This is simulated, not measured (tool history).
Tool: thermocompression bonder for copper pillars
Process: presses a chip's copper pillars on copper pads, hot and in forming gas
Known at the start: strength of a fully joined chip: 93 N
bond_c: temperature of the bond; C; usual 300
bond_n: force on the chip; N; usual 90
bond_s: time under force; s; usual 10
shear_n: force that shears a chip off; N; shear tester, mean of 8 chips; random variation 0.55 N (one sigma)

run,day,bond_c,bond_n,bond_s,shear_n
1,0.000,300,90,10,32.2
2,0.425,300,90,10,32.5
3,0.683,273,90,10,22.2
4,1.062,273,90,10,22.5
5,1.346,300,90,10,31.6
6,1.671,300,90,10,32.1
7,2.079,300,98,10,34.6
8,2.442,300,98,10,34.8
9,2.721,294,98,11,32.5
# day 2.904: forming gas filter changed
10,2.933,318,64,19,41.3
11,3.200,318,64,19,41.4
12,3.467,322,107,5,36.7
13,3.867,301,107,5,28.3
14,4.162,301,107,5,28.1

The next listed run, before its measurement:
15,4.562,306,60,5,?

{"run 15": {"shear_n": 19.3}}
Without the tool's hidden state the same run would have given shear_n 19.4 N.

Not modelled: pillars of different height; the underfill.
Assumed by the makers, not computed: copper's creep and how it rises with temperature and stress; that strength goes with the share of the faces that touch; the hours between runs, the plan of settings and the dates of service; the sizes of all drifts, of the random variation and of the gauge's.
